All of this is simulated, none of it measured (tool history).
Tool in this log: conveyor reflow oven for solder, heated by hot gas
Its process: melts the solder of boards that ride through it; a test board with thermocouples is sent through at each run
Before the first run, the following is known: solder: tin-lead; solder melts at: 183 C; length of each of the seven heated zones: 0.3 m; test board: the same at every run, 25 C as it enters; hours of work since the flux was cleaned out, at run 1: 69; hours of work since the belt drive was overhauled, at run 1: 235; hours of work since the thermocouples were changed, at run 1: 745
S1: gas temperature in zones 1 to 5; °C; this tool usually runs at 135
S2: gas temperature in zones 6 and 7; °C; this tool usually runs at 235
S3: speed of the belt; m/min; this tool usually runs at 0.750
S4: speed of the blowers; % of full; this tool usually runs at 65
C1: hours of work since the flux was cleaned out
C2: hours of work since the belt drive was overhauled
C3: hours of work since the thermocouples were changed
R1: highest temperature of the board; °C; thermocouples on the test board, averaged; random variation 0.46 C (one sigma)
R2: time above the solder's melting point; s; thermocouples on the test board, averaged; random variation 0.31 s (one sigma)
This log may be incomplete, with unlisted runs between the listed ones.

run	day	S1	S2	S3	S4	C1	C2	C3	R1	R2
1	0.000	135	235	0.750	65	69	235	745	213.5	33.5
2	1.912	135	235	0.750	65	92	257	768	213.6	33.7
3	3.112	135	235	0.750	53	106	271	782	211.7	31.6
4	4.954	135	226	0.750	65	128	293	803	205.6	28.8
5	6.888	135	226	0.750	65	150	316	826	206.0	29.0
6	8.450	135	235	0.750	65	168	334	844	213.5	33.0
7	9.800	135	235	0.750	65	184	350	860	212.8	32.9
# day 10.183: belt drive overhauled, speed set with a stopwatch
8	11.854	135	235	0.750	65	206	20	882	213.0	33.4
9	13.425	135	235	0.750	65	225	38	901	212.9	32.8
10	15.200	135	235	0.750	65	246	59	921	212.4	33.1
# day 17.638: flux residue cleaned out of gas plates and filters
11	17.696	135	235	0.750	65	1	86	948	214.2	34.0
12	19.933	135	235	0.750	65	27	112	974	213.8	34.0
13	21.004	135	249	0.750	65	39	124	987	225.8	39.2
# day 21.746: belt drive overhauled, speed set with a stopwatch, once more
14	23.271	135	235	0.668	79	64	18	1012	218.2	40.7
15	24.433	135	235	0.668	79	78	32	1025	218.0	40.6
# day 25.050: thermocouples of zones 6 and 7 changed
16	25.512	135	235	0.668	79	89	43	5	221.6	42.8
17	27.408	135	235	0.668	79	112	65	28	221.4	42.4
18	28.592	142	235	0.880	65	125	79	41	212.0	28.2
19	30.171	142	235	0.880	65	144	98	60	211.7	28.0
20	32.012	142	235	0.880	65	165	119	82	211.2	27.8
21	33.829	142	235	0.880	65	187	141	103	211.4	27.5
22	35.371	142	250	0.811	65	205	159	121	226.7	37.7
23	37.762	135	235	0.798	64	233	187	149	212.2	30.9
24	40.175	135	233	0.811	75	261	215	177	211.6	29.5
# day 41.142: flux residue cleaned out of gas plates and filters
25	42.125	145	228	0.750	65	12	235	198	212.5	35.5

Predict each of these 5 candidate next runs independently; none follows another, all start after run 25:
A	44.262	150	242	0.750	62	37	260	223	?	?
B	44.262	131	228	0.636	65	37	260	223	?	?
C	44.262	149	228	0.733	84	37	260	223	?	?
D	44.262	145	228	0.692	65	37	260	223	?	?
E	44.262	145	249	0.750	65	37	260	223	?	?

run	R1	R2
A	224.4	42.0
B	214.4	40.0
C	215.2	39.6
D	214.6	40.3
E	229.1	42.7
Stripped of hidden state, with their random variation kept, the same runs would have yielded:
run	R1	R2
A	225.0	42.0
B	215.0	40.1
C	215.8	39.7
D	215.2	40.4
E	229.7	42.7
